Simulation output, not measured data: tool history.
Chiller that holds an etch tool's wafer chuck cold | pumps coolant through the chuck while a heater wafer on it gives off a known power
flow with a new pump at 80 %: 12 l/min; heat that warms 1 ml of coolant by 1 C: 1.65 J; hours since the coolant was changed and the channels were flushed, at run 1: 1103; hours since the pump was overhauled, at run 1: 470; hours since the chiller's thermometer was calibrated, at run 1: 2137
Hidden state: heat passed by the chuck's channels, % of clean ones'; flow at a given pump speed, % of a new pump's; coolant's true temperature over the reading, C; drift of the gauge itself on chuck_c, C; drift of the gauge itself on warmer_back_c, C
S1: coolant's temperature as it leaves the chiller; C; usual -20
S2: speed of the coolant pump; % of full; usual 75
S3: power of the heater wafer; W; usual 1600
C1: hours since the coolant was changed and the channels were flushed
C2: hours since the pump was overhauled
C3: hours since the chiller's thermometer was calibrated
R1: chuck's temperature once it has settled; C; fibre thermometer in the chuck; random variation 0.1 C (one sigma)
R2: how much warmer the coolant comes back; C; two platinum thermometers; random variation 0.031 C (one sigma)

run   hour   S1  S2    S3    C1   C2    C3     R1    R2
  1      0  -20  75  1600  1103  470  2137   -7.4  5.18
  2   37.9  -20  75  1055  1141  508  2175  -11.5  3.41
  3   64.5  -13  75  1600  1168  535  2201   -0.2  5.16
  4     99  -13  75  1600  1202  569  2236   -0.2  5.14
  5  141.7  -13  75  1600  1245  612  2278   -0.2  5.11
  6  175.2  -20  75  2221  1278  645  2312   -2.2  7.13
  7  201.7  -20  75  2221  1305  672  2338   -2.5  7.09
  8  239.3  -20  75  2221  1342  710  2376   -2.3  7.11
  9  280.4  -20  75  2221  1384  751  2417   -2.3   7.1
 10  318.2  -20  75  2221  1421  788  2455   -2.3   7.1
 11  351.5  -20  75  2221  1455  822  2488   -2.4  7.04
 12  380.8  -20  75  2221  1484  851  2517   -2.5  7.09
 13  416.6  -19  83  2221  1520  887  2553   -2.9  6.39
 14  444.6  -22  75  1600  1548  915  2581   -9.2  5.06
 15  486.5  -29  77   996  1590  957  2623  -21.1  2.95
 16  510.8  -29  77   996  1614  981  2647  -21.2  3.02

The next listed run, before its measurement:
 17  538.8  -29  77  996  1642  1009  2676   ?   ?

{"run 17": {"R1": -21.4, "R2": 3.05}}
Without the tool's hidden state the same run would have given R1 -21.4 C, R2 3.2 C.
